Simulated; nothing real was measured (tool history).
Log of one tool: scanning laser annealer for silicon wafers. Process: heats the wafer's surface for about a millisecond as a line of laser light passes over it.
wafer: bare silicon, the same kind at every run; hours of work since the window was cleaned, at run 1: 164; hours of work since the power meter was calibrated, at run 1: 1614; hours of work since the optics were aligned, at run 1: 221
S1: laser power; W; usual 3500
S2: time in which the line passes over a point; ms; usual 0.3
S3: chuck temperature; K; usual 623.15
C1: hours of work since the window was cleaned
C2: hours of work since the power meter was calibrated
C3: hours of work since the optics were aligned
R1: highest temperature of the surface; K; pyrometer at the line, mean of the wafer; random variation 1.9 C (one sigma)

run	hour	S1	S2	S3	C1	C2	C3	R1
1	0	3500	0.3	623.15	164	1614	221	1383.15
2	43.6	3802	0.3	623.15	195	1645	252	1466.15
3	98.7	3802	0.3	623.15	234	1684	291	1462.15
4	152.3	3500	0.3	623.15	272	1722	329	1370.15
5	194.9	3500	0.3	623.15	302	1752	359	1364.15
6	230	3500	0.3	623.15	327	1777	384	1364.15
7	271.3	3500	0.3	623.15	356	1806	413	1362.15
8	300.9	3500	0.3	623.15	377	1827	434	1362.15
9	328.7	3500	0.3	586.15	397	1847	454	1323.15
10	356.9	3500	0.3	586.15	417	1867	474	1321.15
11	408.7	3305	0.263	613.15	454	1903	511	1243.15
12	465.7	3305	0.263	613.15	494	1944	551	1249.15
13	489.8	3044	0.28	610.15	511	1961	568	1195.15
# hour 516.5: window over the wafer cleaned
14	531.7	3044	0.28	610.15	11	1989	596	1213.15
15	561.8	3044	0.28	610.15	32	2011	618	1209.15
16	617.2	3341	0.379	592.15	71	2050	657	1375.15
17	644.6	3341	0.379	592.15	91	2069	676	1375.15
18	679.6	3500	0.374	635.15	115	2094	701	1458.15
# hour 702.2: optics aligned, line set to its width
19	725.1	3500	0.368	619.15	144	2123	16	1462.15

Hidden state at the last listed run before each entry between runs and at the first one after, where it differs:
Between runs 13 and 14: window over the wafer cleaned (hour 516.5)
  light that passes the window, % of a clean one's: 97.31 -> 99.81; laser's true power over the reading, %: -0.43 -> -0.44; width of the line over the set one, %: 2.94 -> 3.08
  measured less the result without the state, R1: -40 -> -21 K
Between runs 18 and 19: optics aligned, line set to its width (hour 702.2)
  light that passes the window, % of a clean one's: 99.25 -> 99.11; laser's true power over the reading, %: -0.48 -> -0.49; width of the line over the set one, %: 3.64 -> 0.24
  measured less the result without the state, R1: -39 -> -17 K

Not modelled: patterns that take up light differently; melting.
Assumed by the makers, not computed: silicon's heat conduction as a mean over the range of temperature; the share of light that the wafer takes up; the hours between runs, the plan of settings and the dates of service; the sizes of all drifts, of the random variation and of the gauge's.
